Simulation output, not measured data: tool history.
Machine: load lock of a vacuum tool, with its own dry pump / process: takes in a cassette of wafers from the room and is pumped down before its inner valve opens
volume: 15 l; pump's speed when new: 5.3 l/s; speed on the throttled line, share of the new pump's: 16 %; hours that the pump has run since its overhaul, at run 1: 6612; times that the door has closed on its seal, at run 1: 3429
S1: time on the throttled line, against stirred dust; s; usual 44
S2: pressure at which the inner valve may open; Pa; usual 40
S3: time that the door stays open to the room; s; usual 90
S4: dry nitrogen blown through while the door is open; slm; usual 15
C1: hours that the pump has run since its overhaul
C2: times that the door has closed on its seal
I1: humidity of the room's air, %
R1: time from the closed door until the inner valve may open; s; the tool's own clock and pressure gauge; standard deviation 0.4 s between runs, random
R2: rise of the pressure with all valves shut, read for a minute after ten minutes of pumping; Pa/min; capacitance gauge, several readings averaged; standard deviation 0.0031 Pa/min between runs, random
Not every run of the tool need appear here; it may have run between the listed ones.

| run | hour | S1 | S2 | S3 | S4 | C1 | C2 | I1 | R1 | R2 |
|---|---|---|---|---|---|---|---|---|---|---|
| 1 | 0.0 | 44 | 40 | 90 | 15 | 6612 | 3429 | 46.8 | 59.0 | 0.071 |
| 2 | 96.9 | 44 | 40 | 90 | 15 | 6709 | 3590 | 46.8 | 58.6 | 0.067 |
| 3 | 205.1 | 53 | 40 | 90 | 15 | 6817 | 3769 | 41.7 | 67.5 | 0.066 |
| 4 | 281.8 | 44 | 37 | 90 | 15 | 6894 | 3896 | 42.3 | 59.4 | 0.068 |
| 5 | 359.8 | 44 | 37 | 90 | 15 | 6972 | 4026 | 42.8 | 59.7 | 0.069 |
| 6 | 437.8 | 44 | 37 | 90 | 15 | 7050 | 4155 | 43.8 | 59.9 | 0.070 |
| 7 | 532.7 | 44 | 37 | 90 | 15 | 7145 | 4312 | 43.4 | 59.3 | 0.072 |
| 8 | 636.9 | 44 | 37 | 90 | 15 | 7249 | 4485 | 47.7 | 59.6 | 0.076 |
| 9 | 766.1 | 44 | 37 | 90 | 15 | 7378 | 4699 | 44.3 | 59.4 | 0.073 |
| 10 | 876.1 | 48 | 37 | 36 | 17 | 7488 | 4881 | 42.7 | 62.5 | 0.041 |
| 11 | 948.8 | 48 | 37 | 36 | 17 | 7561 | 5001 | 45.9 | 62.5 | 0.042 |
| 12 | 1104.2 | 65 | 55 | 77 | 41 | 7716 | 5259 | 45.1 | 76.3 | 0.039 |
| 13 | 1254.6 | 65 | 55 | 77 | 41 | 7867 | 5508 | 44.3 | 75.4 | 0.042 |
| 14 | 1326.1 | 44 | 40 | 53 | 11 | 7938 | 5626 | 47.7 | 58.9 | 0.055 |

Here are 3 independent what-if runs from the current tool condition. What would each one return?
| A | 1467.6 | 44 | 40 | 90 | 5 | 8080 | 5861 | 47.4 | ? | ? |
| B | 1467.6 | 44 | 40 | 186 | 11 | 8080 | 5861 | 47.2 | ? | ? |
| C | 1467.6 | 27 | 28 | 213 | 15 | 8080 | 5861 | 48.8 | ? | ? |

| run | R1 | R2 |
|---|---|---|
| A | 59.9 | 0.089 |
| B | 59.4 | 0.124 |
| C | 45.7 | 0.133 |
Had the tool no hidden state, the same runs would have come out as:
| run | R1 | R2 |
|---|---|---|
| A | 59.9 | 0.088 |
| B | 59.4 | 0.123 |
| C | 45.7 | 0.133 |

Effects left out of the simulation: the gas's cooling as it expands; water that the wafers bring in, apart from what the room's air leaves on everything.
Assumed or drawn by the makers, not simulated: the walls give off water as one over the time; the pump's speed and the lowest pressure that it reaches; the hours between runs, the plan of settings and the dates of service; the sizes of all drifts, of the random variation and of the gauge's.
